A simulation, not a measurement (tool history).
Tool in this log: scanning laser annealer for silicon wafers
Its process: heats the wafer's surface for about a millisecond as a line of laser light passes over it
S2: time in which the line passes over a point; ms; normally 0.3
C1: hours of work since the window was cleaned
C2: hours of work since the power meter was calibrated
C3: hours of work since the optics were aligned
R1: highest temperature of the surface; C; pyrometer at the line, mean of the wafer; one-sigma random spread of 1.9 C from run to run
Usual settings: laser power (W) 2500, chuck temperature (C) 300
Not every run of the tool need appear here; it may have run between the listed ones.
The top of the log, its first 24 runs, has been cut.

At hour 275: window over the wafer cleaned.
Run 25, hour 276: usual settings but S2 0.257 ms, chuck temperature (C) 263; C1 1; C2 360; C3 1331. Result: R1 1020 C.
Run 26, hour 284.6: usual settings but S2 0.257 ms, chuck temperature (C) 263; C1 6; C2 365; C3 1336. Result: R1 1022 C.
Run 27, hour 292.2: usual settings but S2 0.257 ms, chuck temperature (C) 263; C1 10; C2 370; C3 1340. Result: R1 1020 C.
Run 28, hour 301.7: usual settings but laser power (W) 2457, S2 0.256 ms, chuck temperature (C) 327; C1 16; C2 375; C3 1346. Result: R1 1065 C.
Run 29, hour 311.3: usual settings but laser power (W) 2614, S2 0.218 ms, chuck temperature (C) 283; C1 22; C2 381; C3 1352. Result: R1 1012 C.
Run 30, hour 324.6: usual settings but laser power (W) 2614, S2 0.218 ms, chuck temperature (C) 283; C1 30; C2 389; C3 1360. Result: R1 1014 C.
Run 31, hour 338.6: usual settings but laser power (W) 2305, S2 0.238 ms, chuck temperature (C) 308; C1 38; C2 397; C3 1368. Result: R1 960 C.
Run 32, hour 346.6: usual settings but S2 0.352 ms; C1 43; C2 402; C3 1373. Result: R1 1208 C.
Run 33, hour 353.5: usual settings but laser power (W) 2380, S2 0.237 ms, chuck temperature (C) 261; C1 47; C2 406; C3 1377. Result: R1 940 C.
Run 34, hour 365.6: usual settings but laser power (W) 2380, S2 0.237 ms, chuck temperature (C) 261; C1 54; C2 414; C3 1384. Result: R1 939 C.
Run 35, hour 373.2: usual settings but laser power (W) 2380, S2 0.237 ms, chuck temperature (C) 261; C1 59; C2 418; C3 1389. Result: R1 933 C.
Run 36, hour 380.4: usual settings but laser power (W) 2353, S2 0.302 ms; C1 63; C2 423; C3 1393. Result: R1 1064 C.
Run 37, hour 391.1: usual settings but laser power (W) 2353, S2 0.302 ms; C1 70; C2 429; C3 1400. Result: R1 1062 C.
Run 38, hour 398.2: usual settings but laser power (W) 2353, S2 0.302 ms; C1 74; C2 433; C3 1404. Result: R1 1064 C.
Run 39, hour 409.1: usual settings but laser power (W) 2353, S2 0.302 ms; C1 80; C2 440; C3 1410. Result: R1 1063 C.
Run 40, hour 422.2: usual settings but chuck temperature (C) 322; C1 88; C2 448; C3 1418. Result: R1 1144 C.
Run 41, hour 430.5: usual settings but laser power (W) 2325, S2 0.376 ms; C1 93; C2 453; C3 1423. Result: R1 1151 C.

Forecast each of these 4 alternatives for the next run:
Run A, hour 441: usual settings but laser power (W) 2503, S2 0.376 ms; C1 100; C2 459; C3 1430. Result: R1 ?.
Run B, hour 441: usual settings but laser power (W) 2193, S2 0.332 ms; C1 100; C2 459; C3 1430. Result: R1 ?.
Run C, hour 441: usual settings but laser power (W) 2279, S2 0.253 ms, chuck temperature (C) 338; C1 100; C2 459; C3 1430. Result: R1 ?.
Run D, hour 441: usual settings but laser power (W) 2697, S2 0.234 ms, chuck temperature (C) 276; C1 100; C2 459; C3 1430. Result: R1 ?.

run    R1
  A  1236
  B  1035
  C  1000
  D  1066
Stripped of hidden state, with their random variation kept, the same runs would have yielded:
run    R1
  A  1269
  B  1060
  C  1023
  D  1093
